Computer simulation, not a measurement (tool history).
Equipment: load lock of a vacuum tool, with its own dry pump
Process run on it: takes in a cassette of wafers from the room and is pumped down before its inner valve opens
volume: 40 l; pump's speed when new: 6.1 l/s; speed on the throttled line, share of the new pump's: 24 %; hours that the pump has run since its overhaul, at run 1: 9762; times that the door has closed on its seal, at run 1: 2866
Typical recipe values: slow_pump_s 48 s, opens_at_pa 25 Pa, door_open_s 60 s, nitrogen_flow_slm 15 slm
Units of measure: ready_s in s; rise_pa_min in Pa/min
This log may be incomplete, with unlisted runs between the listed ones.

| run | hour | slow_pump_s | opens_at_pa | door_open_s | nitrogen_flow_slm | hours that the pump has run since its overhaul | times that the door has closed on its seal | incoming humidity of the room's air, % | ready_s | rise_pa_min |
|---|---|---|---|---|---|---|---|---|---|---|
| 1 | 0.0 | 48 | 25 | 60 | 15 | 9762 | 2866 | 42.4 | 96.8 | 0.036 |
| 2 | 277.8 | 48 | 25 | 60 | 15 | 10040 | 3259 | 43.6 | 96.3 | 0.040 |
| 3 | 412.8 | 48 | 25 | 60 | 15 | 10175 | 3449 | 43.7 | 97.1 | 0.037 |
| 4 | 611.8 | 48 | 25 | 60 | 15 | 10374 | 3730 | 42.7 | 97.0 | 0.045 |
| 5 | 817.3 | 48 | 25 | 60 | 7 | 10579 | 4021 | 47.0 | 96.6 | 0.053 |
| 6 | 980.5 | 48 | 25 | 60 | 7 | 10743 | 4251 | 41.7 | 98.1 | 0.050 |
| 7 | 1192.1 | 26 | 45 | 60 | 15 | 10954 | 4550 | 45.6 | 78.2 | 0.044 |
| 8 | 1428.5 | 45 | 45 | 214 | 18 | 11191 | 4884 | 42.4 | 92.4 | 0.073 |
| 9 | 1623.3 | 48 | 28 | 60 | 23 | 11385 | 5159 | 47.8 | 97.1 | 0.051 |
| 10 | 1876.8 | 48 | 28 | 60 | 23 | 11639 | 5517 | 44.5 | 98.5 | 0.049 |
| 11 | 2061.7 | 62 | 43 | 40 | 26 | 11824 | 5778 | 44.7 | 105.2 | 0.043 |
| 12 | 2246.2 | 62 | 43 | 40 | 26 | 12008 | 6039 | 43.5 | 105.1 | 0.046 |

Results for each run, recomputed without the tool's hidden state and with each run's random variation untouched:
What the log doesn't record here: pump's speed, % of a new pump's; leak at the door's seal, Pa l/s; drift of the gauge itself on ready_s, %; drift of the gauge itself on rise_pa_min, %.
| run | ready_s | rise_pa_min |
|---|---|---|
| 1 | 91.2 | 0.022 |
| 2 | 90.6 | 0.023 |
| 3 | 91.3 | 0.020 |
| 4 | 91.1 | 0.027 |
| 5 | 90.5 | 0.033 |
| 6 | 91.9 | 0.028 |
| 7 | 71.5 | 0.021 |
| 8 | 86.3 | 0.049 |
| 9 | 90.5 | 0.025 |
| 10 | 91.7 | 0.021 |
| 11 | 99.3 | 0.013 |
| 12 | 99.1 | 0.015 |
